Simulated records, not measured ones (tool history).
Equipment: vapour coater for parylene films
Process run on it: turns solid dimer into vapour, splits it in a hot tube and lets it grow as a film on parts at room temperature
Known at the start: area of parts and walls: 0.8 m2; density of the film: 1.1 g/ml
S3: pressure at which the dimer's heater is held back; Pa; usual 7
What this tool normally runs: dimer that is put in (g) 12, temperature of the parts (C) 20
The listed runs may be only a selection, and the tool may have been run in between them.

Run 1, hour 0: usual settings. Result: thickness of the film (µm) 8.58.
Run 2, hour 39.8: usual settings. Result: thickness of the film (µm) 8.53.
Run 3, hour 89.8: usual settings. Result: thickness of the film (µm) 8.42.
Run 4, hour 122: usual settings but dimer that is put in (g) 5. Result: thickness of the film (µm) 3.54.
Run 5, hour 174.8: usual settings but dimer that is put in (g) 5. Result: thickness of the film (µm) 3.49.
Run 6, hour 209.1: usual settings but dimer that is put in (g) 5. Result: thickness of the film (µm) 3.57.
Run 7, hour 256: usual settings but dimer that is put in (g) 13. Result: thickness of the film (µm) 9.12.
Run 8, hour 303.3: usual settings but dimer that is put in (g) 13. Result: thickness of the film (µm) 8.85.
Run 9, hour 358.2: usual settings but S3 9.04 Pa. Result: thickness of the film (µm) 7.85.
Run 10, hour 384.9: usual settings. Result: thickness of the film (µm) 8.01.
Run 11, hour 418.3: usual settings. Result: thickness of the film (µm) 8.07.
Run 12, hour 463.4: usual settings. Result: thickness of the film (µm) 7.92.
At hour 507.6: trap's valve overhauled.
Run 13, hour 521.7: usual settings but S3 7.72 Pa. Result: thickness of the film (µm) 6.84.
Run 14, hour 567.3: usual settings but dimer that is put in (g) 7, temperature of the parts (C) 17, S3 6.06 Pa. Result: thickness of the film (µm) 4.51.
Run 15, hour 607.7: usual settings but dimer that is put in (g) 7, temperature of the parts (C) 17, S3 6.06 Pa. Result: thickness of the film (µm) 4.53.
Run 16, hour 648.4: usual settings but S3 10.65 Pa. Result: thickness of the film (µm) 6.61.
At hour 660.2: trap's valve overhauled, once more.
Run 17, hour 701.8: usual settings but temperature of the parts (C) 22. Result: thickness of the film (µm) 8.48.
Run 18, hour 730.6: usual settings but temperature of the parts (C) 22. Result: thickness of the film (µm) 8.41.
Run 19, hour 787.7: usual settings but dimer that is put in (g) 11. Result: thickness of the film (µm) 8.37.
Run 20, hour 815.7: usual settings but dimer that is put in (g) 11. Result: thickness of the film (µm) 8.24.

4 options for the next run, each taken on its own from the tool as it stands now. Forecast them:
Run A, hour 861.2: usual settings but dimer that is put in (g) 13, S3 5.68 Pa. Result: thickness of the film (µm) ?.
Run B, hour 861.2: usual settings but temperature of the parts (C) 31, S3 2.12 Pa. Result: thickness of the film (µm) ?.
Run C, hour 861.2: usual settings but dimer that is put in (g) 11, temperature of the parts (C) 14. Result: thickness of the film (µm) ?.
Run D, hour 861.2: usual settings but dimer that is put in (g) 13, temperature of the parts (C) 13, S3 5.3 Pa. Result: thickness of the film (µm) ?.

run  thickness of the film (µm)
  A                        9.82
  B                        6.52
  C                       10.18
  D                       12.84
With the hidden condition removed and each run's random variation left untouched, the same runs would have given:
run  thickness of the film (µm)
  A                        9.98
  B                        6.63
  C                       10.35
  D                       13.06
